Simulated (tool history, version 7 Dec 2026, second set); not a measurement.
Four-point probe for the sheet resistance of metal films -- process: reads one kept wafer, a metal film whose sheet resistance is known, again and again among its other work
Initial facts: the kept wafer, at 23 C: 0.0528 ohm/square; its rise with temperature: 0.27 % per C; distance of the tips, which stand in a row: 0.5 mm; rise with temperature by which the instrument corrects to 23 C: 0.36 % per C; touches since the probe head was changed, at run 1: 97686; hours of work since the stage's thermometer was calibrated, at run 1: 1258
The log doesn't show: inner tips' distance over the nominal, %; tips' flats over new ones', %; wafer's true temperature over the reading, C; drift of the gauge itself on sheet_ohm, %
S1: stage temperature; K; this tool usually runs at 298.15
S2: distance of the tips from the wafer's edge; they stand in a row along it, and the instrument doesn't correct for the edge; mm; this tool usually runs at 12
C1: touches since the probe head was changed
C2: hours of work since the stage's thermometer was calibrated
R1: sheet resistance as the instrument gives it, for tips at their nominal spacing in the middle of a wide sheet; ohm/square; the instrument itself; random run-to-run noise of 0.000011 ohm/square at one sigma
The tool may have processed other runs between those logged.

Run 1, hour 0: usual settings; C1 97686; C2 1258. Result: R1 0.053148 ohm/square.
Run 2, hour 24.5: usual settings but S2 9 mm; C1 98975; C2 1274. Result: R1 0.053175 ohm/square.
Run 3, hour 50.7: usual settings but S2 9 mm; C1 100358; C2 1291. Result: R1 0.053169 ohm/square.
Run 4, hour 100.7: usual settings but S2 9 mm; C1 102992; C2 1325. Result: R1 0.053184 ohm/square.
Run 5, hour 137.2: usual settings but S2 9 mm; C1 104915; C2 1349. Result: R1 0.053207 ohm/square.
Run 6, hour 168.9: usual settings but S2 5 mm; C1 106582; C2 1370. Result: R1 0.053416 ohm/square.
At hour 173.7: stage's thermometer calibrated.
Run 7, hour 190.4: usual settings but S2 5 mm; C1 107693; C2 11. Result: R1 0.053383 ohm/square.
Run 8, hour 226.5: usual settings but S1 295.15 K, S2 7 mm; C1 109591; C2 35. Result: R1 0.053403 ohm/square.
Run 9, hour 247.2: usual settings but S1 300.15 K; C1 110682; C2 49. Result: R1 0.053067 ohm/square.
Run 10, hour 270.7: usual settings but S1 300.15 K; C1 111922; C2 64. Result: R1 0.053071 ohm/square.
Run 11, hour 297.4: usual settings but S1 308.15 K, S2 27 mm; C1 113328; C2 82. Result: R1 0.052688 ohm/square.
Run 12, hour 331.6: usual settings but S1 308.15 K, S2 27 mm; C1 115128; C2 105. Result: R1 0.052685 ohm/square.
Run 13, hour 363.3: usual settings but S1 308.15 K, S2 27 mm; C1 116801; C2 126. Result: R1 0.052696 ohm/square.
Run 14, hour 409.7: usual settings but S1 308.15 K, S2 27 mm; C1 119242; C2 156. Result: R1 0.052687 ohm/square.

Describe how what the log doesn't record of the tool's condition differs between the last listed run preceding each entry between runs and the first listed run following it.
After run 6, before run 7: stage's thermometer calibrated (hour 173.7)
  inner tips' distance over the nominal, %: 0.776 -> 0.78; wafer's true temperature over the reading, C: -0.31 -> -0.38
  measured less the result without the state, R1: +0.0004 -> +0.000393 ohm/square
